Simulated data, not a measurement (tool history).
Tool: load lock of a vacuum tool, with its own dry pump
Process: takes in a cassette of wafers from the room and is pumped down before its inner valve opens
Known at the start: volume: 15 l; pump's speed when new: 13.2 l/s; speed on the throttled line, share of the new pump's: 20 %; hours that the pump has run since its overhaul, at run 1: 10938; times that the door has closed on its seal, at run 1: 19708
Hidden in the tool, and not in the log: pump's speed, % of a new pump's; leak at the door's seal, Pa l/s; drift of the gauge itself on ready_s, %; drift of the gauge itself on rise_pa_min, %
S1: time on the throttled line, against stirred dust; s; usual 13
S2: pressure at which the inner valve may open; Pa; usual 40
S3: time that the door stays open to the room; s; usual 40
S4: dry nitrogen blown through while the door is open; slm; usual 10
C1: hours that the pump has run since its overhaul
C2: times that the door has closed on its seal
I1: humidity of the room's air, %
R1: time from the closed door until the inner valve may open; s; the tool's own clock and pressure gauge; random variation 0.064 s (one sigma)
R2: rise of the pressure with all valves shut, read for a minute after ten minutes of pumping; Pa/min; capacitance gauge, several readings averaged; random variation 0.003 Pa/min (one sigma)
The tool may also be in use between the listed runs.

{"run": 1, "hour": 0.0, "S1": 13, "S2": 40, "S3": 40, "S4": 10, "C1": 10938, "C2": 19708, "I1": 47.5, "R1": 19.81, "R2": 0.321}
{"run": 2, "hour": 352.6, "S1": 13, "S2": 40, "S3": 40, "S4": 10, "C1": 11290, "C2": 20746, "I1": 41.2, "R1": 19.8, "R2": 0.349}
{"run": 3, "hour": 504.1, "S1": 13, "S2": 40, "S3": 40, "S4": 10, "C1": 11442, "C2": 21192, "I1": 45.3, "R1": 19.77, "R2": 0.357}
{"run": 4, "hour": 721.2, "S1": 13, "S2": 40, "S3": 40, "S4": 10, "C1": 11659, "C2": 21832, "I1": 44.7, "R1": 20.04, "R2": 0.379}
{"run": 5, "hour": 939.7, "S1": 13, "S2": 40, "S3": 40, "S4": 10, "C1": 11877, "C2": 22475, "I1": 44.1, "R1": 19.85, "R2": 0.394}
{"run": 6, "hour": 1117.8, "S1": 13, "S2": 40, "S3": 40, "S4": 10, "C1": 12055, "C2": 22999, "I1": 45.2, "R1": 19.93, "R2": 0.405}
{"run": 7, "hour": 1466.7, "S1": 13, "S2": 40, "S3": 40, "S4": 10, "C1": 12404, "C2": 24027, "I1": 47.9, "R1": 19.88, "R2": 0.437}
{"run": 8, "hour": 1626.3, "S1": 13, "S2": 40, "S3": 40, "S4": 10, "C1": 12564, "C2": 24497, "I1": 45.3, "R1": 19.9, "R2": 0.451}
{"run": 9, "hour": 1951.8, "S1": 13, "S2": 55, "S3": 40, "S4": 10, "C1": 12889, "C2": 25455, "I1": 44.1, "R1": 19.56, "R2": 0.474}
{"run": 10, "hour": 2224.3, "S1": 13, "S2": 55, "S3": 40, "S4": 10, "C1": 13162, "C2": 26258, "I1": 45.1, "R1": 19.49, "R2": 0.498}
{"run": 11, "hour": 2501.5, "S1": 7, "S2": 40, "S3": 40, "S4": 10, "C1": 13439, "C2": 27074, "I1": 51.2, "R1": 15.34, "R2": 0.52}
{"run": 12, "hour": 2813.3, "S1": 13, "S2": 40, "S3": 40, "S4": 10, "C1": 13751, "C2": 27992, "I1": 43.9, "R1": 20.01, "R2": 0.538}
{"hour": 3021.7, "done": "door's seal changed, seat wiped"}
{"run": 13, "hour": 3039.6, "S1": 13, "S2": 40, "S3": 40, "S4": 10, "C1": 13976, "C2": 52, "I1": 42.7, "R1": 19.95, "R2": 0.043}
{"run": 14, "hour": 3257.6, "S1": 13, "S2": 40, "S3": 40, "S4": 10, "C1": 14194, "C2": 694, "I1": 43.0, "R1": 20.01, "R2": 0.05}
{"run": 15, "hour": 3589.8, "S1": 13, "S2": 40, "S3": 71, "S4": 10, "C1": 14526, "C2": 1672, "I1": 46.8, "R1": 19.98, "R2": 0.063}
{"run": 16, "hour": 3740.1, "S1": 13, "S2": 37, "S3": 40, "S4": 10, "C1": 14676, "C2": 2115, "I1": 47.1, "R1": 20.11, "R2": 0.058}
{"run": 17, "hour": 3904.2, "S1": 13, "S2": 37, "S3": 40, "S4": 10, "C1": 14840, "C2": 2598, "I1": 43.7, "R1": 20.13, "R2": 0.057}
{"run": 18, "hour": 4126.9, "S1": 13, "S2": 37, "S3": 40, "S4": 10, "C1": 15063, "C2": 3254, "I1": 45.6, "R1": 20.08, "R2": 0.065}
{"run": 19, "hour": 4370.1, "S1": 13, "S2": 52, "S3": 40, "S4": 10, "C1": 15306, "C2": 3970, "I1": 45.2, "R1": 19.86, "R2": 0.072}
{"run": 20, "hour": 4648.6, "S1": 13, "S2": 52, "S3": 40, "S4": 10, "C1": 15585, "C2": 4790, "I1": 45.0, "R1": 19.72, "R2": 0.08}
{"run": 21, "hour": 4872.3, "S1": 13, "S2": 54, "S3": 34, "S4": 10, "C1": 15808, "C2": 5449, "I1": 45.6, "R1": 19.81, "R2": 0.086}
{"run": 22, "hour": 5069.8, "S1": 13, "S2": 54, "S3": 34, "S4": 10, "C1": 16006, "C2": 6031, "I1": 46.7, "R1": 19.68, "R2": 0.081}
{"run": 23, "hour": 5217.4, "S1": 13, "S2": 54, "S3": 34, "S4": 10, "C1": 16153, "C2": 6465, "I1": 46.1, "R1": 19.72, "R2": 0.094}
{"run": 24, "hour": 5529.0, "S1": 13, "S2": 54, "S3": 34, "S4": 10, "C1": 16465, "C2": 7383, "I1": 46.1, "R1": 19.62, "R2": 0.1}
{"run": 25, "hour": 5815.3, "S1": 13, "S2": 30, "S3": 59, "S4": 10, "C1": 16751, "C2": 8226, "I1": 44.2, "R1": 20.61, "R2": 0.12}
{"run": 26, "hour": 6032.1, "S1": 15, "S2": 40, "S3": 40, "S4": 10, "C1": 16968, "C2": 8864, "I1": 43.6, "R1": 21.62, "R2": 0.118}
{"run": 27, "hour": 6224.3, "S1": 13, "S2": 29, "S3": 40, "S4": 17, "C1": 17160, "C2": 9430, "I1": 45.7, "R1": 20.55, "R2": 0.121}
{"run": 28, "hour": 6491.6, "S1": 13, "S2": 29, "S3": 40, "S4": 17, "C1": 17428, "C2": 10217, "I1": 43.3, "R1": 20.61, "R2": 0.132}
{"run": 29, "hour": 6819.7, "S1": 13, "S2": 29, "S3": 40, "S4": 17, "C1": 17756, "C2": 11184, "I1": 40.9, "R1": 20.67, "R2": 0.15}
{"run": 30, "hour": 7060.3, "S1": 13, "S2": 40, "S3": 60, "S4": 5, "C1": 17996, "C2": 11892, "I1": 45.4, "R1": 20.2, "R2": 0.177}
{"run": 31, "hour": 7386.4, "S1": 13, "S2": 40, "S3": 60, "S4": 5, "C1": 18322, "C2": 12852, "I1": 45.7, "R1": 20.28, "R2": 0.187}
{"run": 32, "hour": 7606.7, "S1": 13, "S2": 40, "S3": 60, "S4": 5, "C1": 18543, "C2": 13501, "I1": 43.4, "R1": 20.19, "R2": 0.199}
{"run": 33, "hour": 7805.5, "S1": 13, "S2": 32, "S3": 40, "S4": 10, "C1": 18742, "C2": 14087, "I1": 43.9, "R1": 20.66, "R2": 0.202}
{"run": 34, "hour": 8062.8, "S1": 13, "S2": 32, "S3": 40, "S4": 10, "C1": 18999, "C2": 14844, "I1": 45.4, "R1": 20.54, "R2": 0.216}
{"run": 35, "hour": 8240.1, "S1": 13, "S2": 32, "S3": 40, "S4": 10, "C1": 19176, "C2": 15366, "I1": 46.6, "R1": 20.6, "R2": 0.227}
{"run": 36, "hour": 8481.8, "S1": 19, "S2": 32, "S3": 113, "S4": 10, "C1": 19418, "C2": 16078, "I1": 45.3, "R1": 25.21, "R2": 0.251}

How the hidden state differs across the entries between the runs, from the last listed run before each to the first after it:
Between runs 12 and 13: door's seal changed, seat wiped (hour 3021.7)
  pump's speed, % of a new pump's: 90.6 -> 90.5; leak at the door's seal, Pa l/s: 0.1268 -> 0.0017
  measured less the result without the state, R1: +0.65 -> +0.67 s; R2: +0.494 -> -0.001 Pa/min
